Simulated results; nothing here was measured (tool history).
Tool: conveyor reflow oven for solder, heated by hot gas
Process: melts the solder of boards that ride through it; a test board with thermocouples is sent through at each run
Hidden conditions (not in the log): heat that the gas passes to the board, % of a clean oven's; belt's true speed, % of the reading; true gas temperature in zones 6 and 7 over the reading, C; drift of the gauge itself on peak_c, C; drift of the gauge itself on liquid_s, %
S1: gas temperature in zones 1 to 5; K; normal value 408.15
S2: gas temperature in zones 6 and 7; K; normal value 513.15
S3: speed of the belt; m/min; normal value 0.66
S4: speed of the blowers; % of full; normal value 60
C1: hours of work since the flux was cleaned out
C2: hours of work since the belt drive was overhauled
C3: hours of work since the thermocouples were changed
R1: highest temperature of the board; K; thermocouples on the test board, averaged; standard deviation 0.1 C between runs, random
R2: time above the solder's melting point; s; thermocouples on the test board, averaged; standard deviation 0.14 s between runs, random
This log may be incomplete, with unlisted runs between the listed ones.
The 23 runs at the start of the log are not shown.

run,day,S1,S2,S3,S4,C1,C2,C3,R1,R2
24,18.975,414.15,513.15,0.773,60,274,660,783,490.45,46.9
25,20.058,408.15,513.15,0.602,65,293,678,801,500.15,66.8
26,20.725,410.15,513.15,0.602,68,304,690,813,500.95,68.2
27,21.308,416.15,522.15,0.66,60,314,700,823,504.55,65.7
28,22.338,416.15,522.15,0.561,55,332,717,840,508.45,79.9
29,23.312,422.15,512.15,0.548,53,348,734,857,500.35,79.2
30,23.938,422.15,512.15,0.548,53,359,745,868,500.55,79.5
31,24.596,400.15,519.15,0.548,58,370,756,879,505.15,74.3

Branching from run 31: 4 alternative next runs. What would each branch give?
A,25.054,395.15,513.15,0.66,65,378,764,887,?,?
B,25.054,408.15,502.15,0.66,60,378,764,887,?,?
C,25.054,410.15,519.15,0.548,58,378,764,887,?,?
D,25.054,408.15,517.15,0.718,60,378,764,887,?,?

run,R1,R2
A,494.65,53.3
B,486.05,50.2
C,506.65,78.4
D,495.35,52.6
Without the tool's hidden state the same runs would have given:
run,R1,R2
A,494.15,52.4
B,485.25,49.1
C,505.65,76.7
D,494.75,51.6

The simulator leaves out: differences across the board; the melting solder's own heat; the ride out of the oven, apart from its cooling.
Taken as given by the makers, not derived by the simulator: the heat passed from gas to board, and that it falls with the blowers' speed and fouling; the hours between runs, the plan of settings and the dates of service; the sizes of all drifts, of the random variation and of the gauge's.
